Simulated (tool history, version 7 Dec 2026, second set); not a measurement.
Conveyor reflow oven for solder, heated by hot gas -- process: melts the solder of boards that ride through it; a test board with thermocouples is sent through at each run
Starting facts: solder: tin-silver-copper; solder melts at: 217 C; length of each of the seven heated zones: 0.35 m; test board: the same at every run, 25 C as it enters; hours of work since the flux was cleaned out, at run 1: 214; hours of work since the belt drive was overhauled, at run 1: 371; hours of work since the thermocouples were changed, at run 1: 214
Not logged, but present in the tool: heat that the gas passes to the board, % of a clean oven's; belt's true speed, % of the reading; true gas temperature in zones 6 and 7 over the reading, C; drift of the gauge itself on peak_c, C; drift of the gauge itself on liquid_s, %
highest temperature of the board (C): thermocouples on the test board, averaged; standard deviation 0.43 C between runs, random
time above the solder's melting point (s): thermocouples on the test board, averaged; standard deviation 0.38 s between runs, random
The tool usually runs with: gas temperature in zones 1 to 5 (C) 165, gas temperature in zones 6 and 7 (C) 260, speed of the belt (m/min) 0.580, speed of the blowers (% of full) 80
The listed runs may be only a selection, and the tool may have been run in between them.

run,hour,gas temperature in zones 1 to 5 (C),gas temperature in zones 6 and 7 (C),speed of the belt (m/min),speed of the blowers (% of full),hours of work since the flux was cleaned out,hours of work since the belt drive was overhauled,hours of work since the thermocouples were changed,highest temperature of the board (C),time above the solder's melting point (s)
1,0.0,165,260,0.580,80,214,371,214,249.0,50.2
2,24.0,165,260,0.580,80,224,382,224,248.5,50.1
3,38.3,165,260,0.580,81,230,388,230,248.3,50.8
4,66.3,165,260,0.580,80,243,401,243,248.6,50.6
5,88.0,165,260,0.580,80,252,410,252,250.1,50.3
6,118.1,160,260,0.580,80,266,423,266,248.3,48.7
7,140.2,165,260,0.580,80,276,433,276,248.5,50.8
8,170.5,165,260,0.580,80,289,447,289,249.2,50.9

Run 9 has not been measured yet. What should we expect?
9,199.5,165,260,0.466,55,302,460,302,?,?

{"run 9": {"highest temperature of the board (C)": 248.1, "time above the solder's melting point (s)": 62.0}}
Minus the tool's unlogged condition, the same run would have read highest temperature of the board (C) 248.2, time above the solder's melting point (s) 62.0.

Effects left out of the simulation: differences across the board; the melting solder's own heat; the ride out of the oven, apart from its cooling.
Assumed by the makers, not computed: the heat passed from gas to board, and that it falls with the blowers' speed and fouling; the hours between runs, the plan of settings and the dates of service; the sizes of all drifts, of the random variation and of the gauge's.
